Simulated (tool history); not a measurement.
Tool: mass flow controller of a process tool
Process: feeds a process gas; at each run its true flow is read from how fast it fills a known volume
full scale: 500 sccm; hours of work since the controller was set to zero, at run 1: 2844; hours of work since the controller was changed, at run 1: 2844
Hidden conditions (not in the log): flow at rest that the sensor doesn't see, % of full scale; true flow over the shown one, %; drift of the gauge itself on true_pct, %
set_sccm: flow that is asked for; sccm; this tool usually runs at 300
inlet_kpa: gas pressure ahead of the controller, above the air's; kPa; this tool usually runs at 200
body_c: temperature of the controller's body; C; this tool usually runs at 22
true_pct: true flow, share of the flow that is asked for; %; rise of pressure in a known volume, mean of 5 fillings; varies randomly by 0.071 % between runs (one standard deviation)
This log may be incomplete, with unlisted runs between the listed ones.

run,hour,set_sccm,inlet_kpa,body_c,hours of work since the controller was set to zero,hours of work since the controller was changed,true_pct
1,0.0,300,200,22,2844,2844,100.52
2,314.5,300,143,22,3070,3070,100.86
3,661.2,300,200,36,3319,3319,101.17
4,838.2,216,200,22,3446,3446,101.00
5,1095.8,300,200,22,3631,3631,100.79
6,1314.8,300,200,22,3789,3789,100.93
7,1594.1,63,200,22,3990,3990,103.97
8,1765.1,146,200,22,4113,4113,101.67
9,1939.4,146,200,22,4238,4238,101.89
10,2111.3,146,200,22,4362,4362,101.88
11,2307.8,146,200,22,4503,4503,101.99
12,2679.9,300,200,22,4770,4770,101.38
13,2884.1,300,200,22,4917,4917,101.53
14,3116.7,151,200,22,5085,5085,102.21
15,3448.5,300,200,31,5323,5323,101.91
16,3757.2,300,148,35,5545,5545,102.30
17,3933.7,458,184,39,5672,5672,102.29
# hour 3990.1: controller exchanged for a calibrated one
18,4254.7,112,162,27,190,190,99.30
19,4440.3,300,270,26,324,324,99.41
20,4813.1,300,270,26,592,592,99.50
21,5163.0,63,145,22,843,843,99.97
22,5447.7,300,259,29,1048,1048,99.83
23,5648.8,300,259,29,1193,1193,99.84
24,6023.0,300,259,29,1462,1462,99.99
25,6215.7,115,200,22,1600,1600,100.07
26,6617.9,115,223,33,1889,1889,100.65

Take each entry between the runs: how does the hidden state at the last listed run before it differ from the hidden state at the first listed run after it?
Logged between run 17 and run 18: controller exchanged for a calibrated one (hour 3990.1)
  flow at rest that the sensor doesn't see, % of full scale: 0.708 -> 0.03; true flow over the shown one, %: 1.13 -> -0.1
  difference, measured minus the result without the unlogged condition, true_pct: +1.91 -> +0.04 %

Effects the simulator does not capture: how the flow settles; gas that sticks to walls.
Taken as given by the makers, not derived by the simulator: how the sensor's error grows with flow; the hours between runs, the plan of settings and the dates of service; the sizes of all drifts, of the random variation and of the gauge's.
